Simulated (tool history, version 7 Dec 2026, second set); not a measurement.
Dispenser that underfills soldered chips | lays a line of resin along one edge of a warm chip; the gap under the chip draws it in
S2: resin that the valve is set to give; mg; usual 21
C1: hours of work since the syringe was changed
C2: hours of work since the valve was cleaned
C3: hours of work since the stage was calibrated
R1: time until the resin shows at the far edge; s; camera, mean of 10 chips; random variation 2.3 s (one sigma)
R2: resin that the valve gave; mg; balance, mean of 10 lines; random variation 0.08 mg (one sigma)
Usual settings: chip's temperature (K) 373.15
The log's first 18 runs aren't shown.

{"day": 2.867, "done": "new syringe of resin"}
{"day": 2.925, "done": "dispensing valve cleaned and set on the balance"}
{"run": 19, "day": 3.0, "chip's temperature (K)": 376.15, "S2": 25.7, "C1": 2, "C2": 1, "C3": 156, "R1": 234.1, "R2": 25.66}
{"run": 20, "day": 3.167, "chip's temperature (K)": 375.15, "S2": 18.9, "C1": 5, "C2": 5, "C3": 159, "R1": 328.2, "R2": 18.93}
{"run": 21, "day": 3.346, "chip's temperature (K)": 370.15, "S2": 24.7, "C1": 8, "C2": 8, "C3": 162, "R1": 489.1, "R2": 24.55}
{"day": 3.433, "done": "new syringe of resin"}
{"run": 22, "day": 3.525, "chip's temperature (K)": 366.15, "S2": 26.9, "C1": 2, "C2": 11, "C3": 165, "R1": 303.9, "R2": 26.78}
{"run": 23, "day": 3.725, "chip's temperature (K)": 386.15, "S2": 18.4, "C1": 5, "C2": 15, "C3": 169, "R1": 257.4, "R2": 18.25}
{"run": 24, "day": 3.925, "chip's temperature (K)": 359.15, "S2": 24.4, "C1": 9, "C2": 19, "C3": 173, "R1": 722.1, "R2": 24.07}
{"day": 3.958, "done": "new syringe of resin"}
{"run": 25, "day": 4.05, "chip's temperature (K)": 385.15, "S2": 23.9, "C1": 2, "C2": 21, "C3": 175, "R1": 180.3, "R2": 23.64}
{"run": 26, "day": 4.175, "chip's temperature (K)": 385.15, "S2": 23.9, "C1": 4, "C2": 23, "C3": 177, "R1": 225.6, "R2": 23.58}
{"run": 27, "day": 4.312, "chip's temperature (K)": 385.15, "S2": 19.7, "C1": 7, "C2": 26, "C3": 180, "R1": 284.4, "R2": 19.6}
{"day": 4.479, "done": "new syringe of resin"}
{"run": 28, "day": 4.512, "chip's temperature (K)": 385.15, "S2": 20.3, "C1": 1, "C2": 29, "C3": 183, "R1": 168.3, "R2": 19.93}
{"run": 29, "day": 4.696, "chip's temperature (K)": 387.15, "S2": 26.2, "C1": 4, "C2": 32, "C3": 187, "R1": 209.9, "R2": 25.54}
{"run": 30, "day": 4.829, "chip's temperature (K)": 387.15, "S2": 26.2, "C1": 7, "C2": 35, "C3": 189, "R1": 263.8, "R2": 25.57}
{"run": 31, "day": 4.954, "chip's temperature (K)": 360.15, "S2": 19.4, "C1": 9, "C2": 37, "C3": 191, "R1": 711.7, "R2": 19.03}
{"day": 5.0, "done": "new syringe of resin"}
{"run": 32, "day": 5.167, "chip's temperature (K)": 360.15, "S2": 19.4, "C1": 3, "C2": 41, "C3": 195, "R1": 431.1, "R2": 18.95}
{"run": 33, "day": 5.3, "chip's temperature (K)": 359.15, "S2": 18.1, "C1": 6, "C2": 44, "C3": 198, "R1": 563.1, "R2": 17.48}
{"run": 34, "day": 5.483, "chip's temperature (K)": 359.15, "S2": 18.1, "C1": 9, "C2": 47, "C3": 201, "R1": 763.3, "R2": 17.45}
{"day": 5.512, "done": "new syringe of resin"}
{"run": 35, "day": 5.596, "chip's temperature (K)": 359.15, "S2": 18.1, "C1": 2, "C2": 49, "C3": 203, "R1": 389.4, "R2": 17.46}
{"run": 36, "day": 5.721, "chip's temperature (K)": 373.15, "S2": 25.9, "C1": 4, "C2": 51, "C3": 205, "R1": 304.8, "R2": 24.95}

4 ways to go on from here, each from the tool as it stands after run 36. What would each give?
{"run": "A", "day": 5.812, "chip's temperature (K)": 362.15, "S2": 20.5, "C1": 6, "C2": 53, "C3": 207, "R1": "?", "R2": "?"}
{"run": "B", "day": 5.812, "chip's temperature (K)": 382.15, "S2": 18.7, "C1": 6, "C2": 53, "C3": 207, "R1": "?", "R2": "?"}
{"run": "C", "day": 5.812, "chip's temperature (K)": 363.15, "S2": 19, "C1": 6, "C2": 53, "C3": 207, "R1": "?", "R2": "?"}
{"run": "D", "day": 5.812, "chip's temperature (K)": 388.15, "S2": 24.4, "C1": 6, "C2": 53, "C3": 207, "R1": "?", "R2": "?"}

run=A R1=506.5 R2=19.85
run=B R1=293 R2=17.91
run=C R1=491.8 R2=18.35
run=D R1=235.5 R2=23.52
Without the tool's hidden state the same runs would have given:
run=A R1=317.2 R2=20.59
run=B R1=182.4 R2=18.59
run=C R1=307.5 R2=19.03
run=D R1=147.3 R2=24.4
